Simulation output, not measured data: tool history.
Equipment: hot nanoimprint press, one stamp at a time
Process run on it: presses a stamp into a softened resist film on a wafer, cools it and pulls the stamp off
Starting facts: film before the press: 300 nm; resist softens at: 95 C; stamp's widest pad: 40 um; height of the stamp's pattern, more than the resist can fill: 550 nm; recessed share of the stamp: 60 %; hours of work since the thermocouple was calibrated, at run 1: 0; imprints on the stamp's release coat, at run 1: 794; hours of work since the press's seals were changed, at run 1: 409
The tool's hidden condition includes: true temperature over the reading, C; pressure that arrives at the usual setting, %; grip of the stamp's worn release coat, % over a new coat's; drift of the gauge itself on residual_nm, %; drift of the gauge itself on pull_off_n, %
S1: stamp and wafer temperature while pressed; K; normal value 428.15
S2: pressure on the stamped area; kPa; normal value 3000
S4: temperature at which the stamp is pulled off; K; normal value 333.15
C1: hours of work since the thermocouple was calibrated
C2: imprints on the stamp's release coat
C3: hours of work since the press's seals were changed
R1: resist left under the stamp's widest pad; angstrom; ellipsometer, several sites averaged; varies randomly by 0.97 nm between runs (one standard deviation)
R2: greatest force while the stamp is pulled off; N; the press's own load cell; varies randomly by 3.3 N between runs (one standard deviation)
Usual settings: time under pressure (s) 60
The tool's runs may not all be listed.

Run 1, day 0: usual settings; C1 0; C2 794; C3 409. Result: R1 1404 angstrom, R2 177 N.
Run 2, day 2.921: usual settings but S1 427.15 K; C1 34; C2 969; C3 443. Result: R1 1478 angstrom, R2 178 N.
Run 3, day 5.425: usual settings but S1 427.15 K; C1 62; C2 1119; C3 472. Result: R1 1460 angstrom, R2 183 N.
Run 4, day 8.146: usual settings but S2 2850 kPa; C1 93; C2 1282; C3 503. Result: R1 1466 angstrom, R2 185 N.
Run 5, day 10.483: usual settings but S4 320.15 K; C1 120; C2 1422; C3 530. Result: R1 1421 angstrom, R2 248 N.
Run 6, day 13.692: usual settings; C1 157; C2 1615; C3 567. Result: R1 1408 angstrom, R2 195 N.
Run 7, day 16.892: usual settings but S2 3010 kPa; C1 194; C2 1806; C3 603. Result: R1 1436 angstrom, R2 201 N.
Run 8, day 18.442: usual settings but S2 3010 kPa; C1 212; C2 1899; C3 621. Result: R1 1438 angstrom, R2 199 N.
Run 9, day 21.733: usual settings but S2 3010 kPa; C1 249; C2 2096; C3 659. Result: R1 1446 angstrom, R2 208 N.
At day 22.454: stamp cleaned and given a new release coat.
At day 23.771: plate thermocouple calibrated.
Run 10, day 24.304: usual settings but S2 3040 kPa; C1 6; C2 103; C3 684. Result: R1 1413 angstrom, R2 155 N.
Run 11, day 26.167: usual settings but S2 3040 kPa; C1 27; C2 215; C3 705. Result: R1 1408 angstrom, R2 164 N.
Run 12, day 28.646: usual settings but S2 3040 kPa; C1 56; C2 363; C3 734. Result: R1 1410 angstrom, R2 167 N.
Run 13, day 31.229: usual settings but S2 3040 kPa; C1 86; C2 518; C3 764. Result: R1 1415 angstrom, R2 169 N.
Run 14, day 33.038: usual settings but S2 2040 kPa; C1 106; C2 626; C3 784. Result: R1 1718 angstrom, R2 169 N.
Run 15, day 36.025: usual settings but S2 2040 kPa; C1 141; C2 805; C3 819. Result: R1 1746 angstrom, R2 171 N.
Run 16, day 37.667: usual settings but S4 335.15 K; C1 159; C2 904; C3 837. Result: R1 1441 angstrom, R2 163 N.
Run 17, day 39.812: usual settings but S2 2200 kPa, S4 327.15 K; C1 184; C2 1032; C3 862. Result: R1 1686 angstrom, R2 203 N.
Run 18, day 42.075: usual settings but S1 433.15 K, S4 338.15 K; C1 210; C2 1168; C3 888. Result: R1 1230 angstrom, R2 158 N.
Run 19, day 44.021: usual settings but S1 438.15 K, S2 2030 kPa, S4 338.15 K; C1 232; C2 1284; C3 910. Result: R1 1306 angstrom, R2 158 N.
Run 20, day 45.667: usual settings but S1 438.15 K, S2 2030 kPa, S4 338.15 K; C1 251; C2 1383; C3 929. Result: R1 1318 angstrom, R2 168 N.
At day 47.367: plate thermocouple calibrated.
Run 21, day 47.404: usual settings but S1 438.15 K, S2 4260 kPa, time under pressure (s) 48, S4 338.15 K; C1 0; C2 1480; C3 948. Result: R1 948 angstrom, R2 165 N.
Run 22, day 49.242: usual settings but S2 4260 kPa, time under pressure (s) 113, S4 322.15 K; C1 22; C2 1590; C3 969. Result: R1 955 angstrom, R2 251 N.
Run 23, day 52.571: usual settings but S2 4260 kPa, time under pressure (s) 113, S4 322.15 K; C1 60; C2 1789; C3 1007. Result: R1 957 angstrom, R2 253 N.
Run 24, day 54.133: usual settings but S1 437.15 K, S2 1880 kPa, time under pressure (s) 51, S4 330.15 K; C1 78; C2 1883; C3 1025. Result: R1 1485 angstrom, R2 207 N.
Run 25, day 56.404: usual settings but S1 437.15 K, S2 1880 kPa, time under pressure (s) 51; C1 104; C2 2019; C3 1051. Result: R1 1498 angstrom, R2 200 N.
At day 58.625: stamp cleaned and given a new release coat.
Run 26, day 59.625: usual settings but S1 424.15 K, S2 3260 kPa, time under pressure (s) 74, S4 337.15 K; C1 138; C2 60; C3 1085. Result: R1 1490 angstrom, R2 145 N.
Run 27, day 61.9: usual settings but S1 419.15 K, time under pressure (s) 49; C1 164; C2 196; C3 1111. Result: R1 2025 angstrom, R2 167 N.
Run 28, day 63.988: usual settings but S1 437.15 K, S2 2690 kPa, S4 327.15 K; C1 188; C2 322; C3 1135. Result: R1 1176 angstrom, R2 189 N.
Run 29, day 65.829: usual settings but time under pressure (s) 43; C1 209; C2 432; C3 1156. Result: R1 1637 angstrom, R2 167 N.

Some steps in R1 between neighbouring runs. How much of each would the tool show without its hidden state too (settings, what came in, random variation), and how much is left for the hidden state, with any gauge scatter that isn't in both results?
Run 9 -> 10: S2 3010 -> 3040, stamp cleaned and given a new release coat, plate thermocouple calibrated. R1 -33 angstrom: hidden state -32, all else -1.
Run 25 -> 26: S1 437.15 -> 424.15, S2 1880 -> 3260, time under pressure (s) 51 -> 74, S4 333.15 -> 337.15, stamp cleaned and given a new release coat. R1 -8 angstrom: hidden state +35, all else -43.
Run 26 -> 27: S1 424.15 -> 419.15, S2 3260 -> 3000, time under pressure (s) 74 -> 49, S4 337.15 -> 333.15. R1 +535 angstrom: hidden state +7, all else +528.
Run 27 -> 28: S1 419.15 -> 437.15, S2 3000 -> 2690, time under pressure (s) 49 -> 60, S4 333.15 -> 327.15. R1 -849 angstrom: hidden state -28, all else -821.

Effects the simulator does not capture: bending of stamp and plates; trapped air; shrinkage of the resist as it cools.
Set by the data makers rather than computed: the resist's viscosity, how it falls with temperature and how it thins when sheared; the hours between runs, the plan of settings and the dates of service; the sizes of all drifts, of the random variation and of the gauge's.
